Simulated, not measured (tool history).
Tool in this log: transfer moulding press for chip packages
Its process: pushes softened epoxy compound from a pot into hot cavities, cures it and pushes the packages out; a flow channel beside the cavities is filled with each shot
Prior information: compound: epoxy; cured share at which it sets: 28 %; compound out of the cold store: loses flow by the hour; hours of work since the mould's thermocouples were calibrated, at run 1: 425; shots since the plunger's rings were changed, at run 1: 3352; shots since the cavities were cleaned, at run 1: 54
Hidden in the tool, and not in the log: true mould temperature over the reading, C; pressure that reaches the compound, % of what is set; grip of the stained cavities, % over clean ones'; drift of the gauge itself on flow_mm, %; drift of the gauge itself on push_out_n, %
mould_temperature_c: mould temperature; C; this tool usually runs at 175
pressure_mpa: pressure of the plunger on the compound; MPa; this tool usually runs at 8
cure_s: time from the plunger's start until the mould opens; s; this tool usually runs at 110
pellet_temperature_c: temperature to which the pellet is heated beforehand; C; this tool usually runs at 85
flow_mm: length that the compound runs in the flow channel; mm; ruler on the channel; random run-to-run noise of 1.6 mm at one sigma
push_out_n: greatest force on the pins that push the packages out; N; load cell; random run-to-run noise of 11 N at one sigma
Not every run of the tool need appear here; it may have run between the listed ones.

run   hour  mould_temperature_c  pressure_mpa  cure_s  pellet_temperature_c  hours of work since the mould's thermocouples were calibrated  shots since the plunger's rings were changed  shots since the cavities were cleaned  incoming compound's hours out of the cold store  flow_mm  push_out_n
  1      0                  175             8     110                    85                                                            425                                          3352                                     54                                               37      749         565
  2    9.1                  175             8     110                    85                                                            431                                          3456                                    158                                             12.2      869         700
  3   28.8                  175             8     110                    85                                                            444                                          3682                                    384                                             35.5      756         810
  4   37.8                  175             8     110                    85                                                            450                                          3785                                    487                                             26.6      792         874
  5   59.4                  175             8     110                    85                                                            464                                          4032                                    734                                             39.9      735         901
      64.9  -- cavities cleaned with cleaning compound and waxed
  6   78.3                  175             8     132                    85                                                            476                                          4231                                    154                                             11.8      863         964
  7   96.8                  175             8     110                    85                                                            488                                          4443                                    366                                             46.1      706        1035
  8  110.5                  175          6.29     110                    85                                                            497                                          4600                                    523                                             18.1      737        1077
  9  126.1                  181          7.29     110                    82                                                            508                                          4779                                    702                                             14.5      786         912
     134.3  -- cavities cleaned with cleaning compound and waxed
       137  -- cavities cleaned with cleaning compound and waxed, once more
 10  142.3                  181          6.16     110                    95                                                            516                                          4930                                     61                                             11.3      736         518
 11  159.7                  175           7.9     110                    85                                                            528                                          5129                                    260                                               25      791         747
 12  180.2                  175           7.9     110                    85                                                            541                                          5364                                    495                                             44.5      705         863
 13  189.6                  179             8      96                    85                                                            548                                          5471                                    602                                             15.9      821         910
     197.8  -- plunger's sealing rings changed
 14  203.9                  180          8.68     121                    80                                                            555                                            70                                    737                                             30.3      809         852
     209.6  -- cavities cleaned with cleaning compound and waxed
 15  224.7                  170          7.59     110                    82                                                            568                                           291                                    172                                             39.4      754         878

What would each run have given without the hidden state, its run-to-run variation left as it was?
run  flow_mm  push_out_n
  1      764         493
  2      887         521
  3      773         496
  4      811         509
  5      753         490
  6      885         451
  7      725         494
  8      757         514
  9      810         447
 10      758         449
 11      817         501
 12      729         506
 13      849         505
 14      808         470
 15      753         619
